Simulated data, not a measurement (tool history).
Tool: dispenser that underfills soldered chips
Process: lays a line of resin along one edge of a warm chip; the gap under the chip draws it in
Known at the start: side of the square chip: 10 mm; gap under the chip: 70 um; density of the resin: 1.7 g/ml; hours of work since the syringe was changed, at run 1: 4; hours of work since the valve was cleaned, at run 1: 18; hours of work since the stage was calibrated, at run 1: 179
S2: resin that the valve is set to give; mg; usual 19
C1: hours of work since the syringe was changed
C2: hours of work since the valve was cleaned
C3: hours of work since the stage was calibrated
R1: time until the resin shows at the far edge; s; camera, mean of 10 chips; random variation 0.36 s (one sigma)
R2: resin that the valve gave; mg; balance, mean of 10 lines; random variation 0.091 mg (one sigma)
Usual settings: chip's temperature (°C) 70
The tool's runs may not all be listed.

{"run": 1, "hour": 0.0, "chip's temperature (°C)": 70, "S2": 19, "C1": 4, "C2": 18, "C3": 179, "R1": 23.8, "R2": 18.79}
{"run": 2, "hour": 9.8, "chip's temperature (°C)": 70, "S2": 19, "C1": 10, "C2": 24, "C3": 185, "R1": 30.3, "R2": 18.66}
{"hour": 13.3, "done": "new syringe of resin"}
{"run": 3, "hour": 15.0, "chip's temperature (°C)": 70, "S2": 19, "C1": 1, "C2": 27, "C3": 188, "R1": 21.7, "R2": 18.65}
{"run": 4, "hour": 24.0, "chip's temperature (°C)": 70, "S2": 19, "C1": 7, "C2": 33, "C3": 194, "R1": 26.8, "R2": 18.55}
{"hour": 32.4, "done": "new syringe of resin"}
{"run": 5, "hour": 34.8, "chip's temperature (°C)": 56, "S2": 19, "C1": 1, "C2": 39, "C3": 200, "R1": 43.7, "R2": 18.49}
{"run": 6, "hour": 39.3, "chip's temperature (°C)": 56, "S2": 19, "C1": 4, "C2": 42, "C3": 203, "R1": 50.1, "R2": 18.5}
{"hour": 47.2, "done": "dispensing valve cleaned and set on the balance"}
{"run": 7, "hour": 50.8, "chip's temperature (°C)": 74, "S2": 19, "C1": 11, "C2": 2, "C3": 210, "R1": 25.9, "R2": 19.02}
{"hour": 52.4, "done": "new syringe of resin"}
{"run": 8, "hour": 61.3, "chip's temperature (°C)": 74, "S2": 19, "C1": 5, "C2": 8, "C3": 216, "R1": 20.8, "R2": 18.87}
{"run": 9, "hour": 68.1, "chip's temperature (°C)": 74, "S2": 19, "C1": 10, "C2": 13, "C3": 220, "R1": 24.9, "R2": 18.78}
{"hour": 71.6, "done": "new syringe of resin"}
{"run": 10, "hour": 73.2, "chip's temperature (°C)": 74, "S2": 19, "C1": 1, "C2": 16, "C3": 223, "R1": 17.1, "R2": 18.77}
{"run": 11, "hour": 80.6, "chip's temperature (°C)": 74, "S2": 19, "C1": 6, "C2": 20, "C3": 227, "R1": 21.3, "R2": 18.81}
{"run": 12, "hour": 86.0, "chip's temperature (°C)": 74, "S2": 19, "C1": 9, "C2": 24, "C3": 231, "R1": 23.9, "R2": 18.73}
{"hour": 90.8, "done": "new syringe of resin"}
{"run": 13, "hour": 94.1, "chip's temperature (°C)": 74, "S2": 19, "C1": 2, "C2": 28, "C3": 236, "R1": 17.9, "R2": 18.51}
{"run": 14, "hour": 98.3, "chip's temperature (°C)": 74, "S2": 19, "C1": 5, "C2": 31, "C3": 238, "R1": 19.6, "R2": 18.69}
{"run": 15, "hour": 104.4, "chip's temperature (°C)": 70, "S2": 19, "C1": 8, "C2": 35, "C3": 242, "R1": 27.9, "R2": 18.58}
{"hour": 109.9, "done": "new syringe of resin"}
{"run": 16, "hour": 114.9, "chip's temperature (°C)": 70, "S2": 19, "C1": 3, "C2": 41, "C3": 248, "R1": 23.5, "R2": 18.42}
{"run": 17, "hour": 120.2, "chip's temperature (°C)": 70, "S2": 19, "C1": 6, "C2": 44, "C3": 252, "R1": 26.8, "R2": 18.38}
{"hour": 124.4, "done": "dispensing valve cleaned and set on the balance"}
{"hour": 129.9, "done": "new syringe of resin"}
{"run": 18, "hour": 131.4, "chip's temperature (°C)": 70, "S2": 19, "C1": 1, "C2": 4, "C3": 258, "R1": 21, "R2": 18.93}
{"run": 19, "hour": 141.9, "chip's temperature (°C)": 57, "S2": 21.3, "C1": 7, "C2": 11, "C3": 264, "R1": 54, "R2": 21.3}
{"hour": 149.4, "done": "new syringe of resin"}
{"run": 20, "hour": 152.4, "chip's temperature (°C)": 78, "S2": 17.6, "C1": 2, "C2": 17, "C3": 270, "R1": 15.6, "R2": 17.38}
{"run": 21, "hour": 163.0, "chip's temperature (°C)": 65, "S2": 22.4, "C1": 8, "C2": 23, "C3": 277, "R1": 37.1, "R2": 22.09}
{"hour": 168.6, "done": "new syringe of resin"}
{"run": 22, "hour": 168.7, "chip's temperature (°C)": 77, "S2": 20.1, "C1": 0, "C2": 27, "C3": 280, "R1": 15.1, "R2": 19.74}
{"run": 23, "hour": 175.9, "chip's temperature (°C)": 66, "S2": 19.3, "C1": 4, "C2": 31, "C3": 285, "R1": 29.6, "R2": 18.88}
{"run": 24, "hour": 184.5, "chip's temperature (°C)": 58, "S2": 18.3, "C1": 10, "C2": 36, "C3": 290, "R1": 56.6, "R2": 17.89}
{"hour": 187.8, "done": "new syringe of resin"}
{"run": 25, "hour": 191.8, "chip's temperature (°C)": 59, "S2": 18.4, "C1": 2, "C2": 41, "C3": 294, "R1": 40.5, "R2": 17.98}
{"run": 26, "hour": 198.3, "chip's temperature (°C)": 59, "S2": 18.4, "C1": 6, "C2": 45, "C3": 298, "R1": 48, "R2": 17.81}
{"hour": 201.8, "done": "dispensing valve cleaned and set on the balance"}
{"hour": 208.0, "done": "new syringe of resin"}
{"run": 27, "hour": 208.7, "chip's temperature (°C)": 70, "S2": 23.6, "C1": 0, "C2": 4, "C3": 304, "R1": 20.9, "R2": 23.64}
{"run": 28, "hour": 216.8, "chip's temperature (°C)": 66, "S2": 23.6, "C1": 5, "C2": 9, "C3": 309, "R1": 30.5, "R2": 23.4}
{"run": 29, "hour": 222.9, "chip's temperature (°C)": 66, "S2": 23.6, "C1": 9, "C2": 13, "C3": 313, "R1": 34.8, "R2": 23.31}
{"hour": 227.2, "done": "new syringe of resin"}
{"run": 30, "hour": 230.9, "chip's temperature (°C)": 63, "S2": 16.7, "C1": 2, "C2": 18, "C3": 317, "R1": 33.2, "R2": 16.56}
{"run": 31, "hour": 239.4, "chip's temperature (°C)": 85, "S2": 18.9, "C1": 7, "C2": 23, "C3": 323, "R1": 13.7, "R2": 18.71}
{"run": 32, "hour": 244.4, "chip's temperature (°C)": 85, "S2": 18.9, "C1": 11, "C2": 26, "C3": 326, "R1": 15.9, "R2": 18.78}
{"hour": 246.2, "done": "new syringe of resin"}
{"run": 33, "hour": 250.8, "chip's temperature (°C)": 85, "S2": 18.9, "C1": 3, "C2": 30, "C3": 329, "R1": 11.3, "R2": 18.44}
{"run": 34, "hour": 260.1, "chip's temperature (°C)": 70, "S2": 24.5, "C1": 9, "C2": 35, "C3": 335, "R1": 29.9, "R2": 24.02}
{"hour": 265.3, "done": "new syringe of resin"}
{"run": 35, "hour": 265.3, "chip's temperature (°C)": 61, "S2": 22.3, "C1": 0, "C2": 38, "C3": 338, "R1": 32, "R2": 21.65}

3 ways to go on from here, each from the tool as it stands after run 35. What would each give?
{"run": "A", "hour": 272.8, "chip's temperature (°C)": 75, "S2": 19, "C1": 5, "C2": 43, "C3": 343, "R1": "?", "R2": "?"}
{"run": "B", "hour": 272.8, "chip's temperature (°C)": 83, "S2": 21.1, "C1": 5, "C2": 43, "C3": 343, "R1": "?", "R2": "?"}
{"run": "C", "hour": 272.8, "chip's temperature (°C)": 70, "S2": 22.3, "C1": 5, "C2": 43, "C3": 343, "R1": "?", "R2": "?"}

run=A R1=19.6 R2=18.47
run=B R1=13.5 R2=20.65
run=C R1=24.5 R2=21.75
Without the tool's hidden state the same runs would have given:
run=A R1=15.9 R2=19.03
run=B R1=11 R2=21.28
run=C R1=19.7 R2=22.41
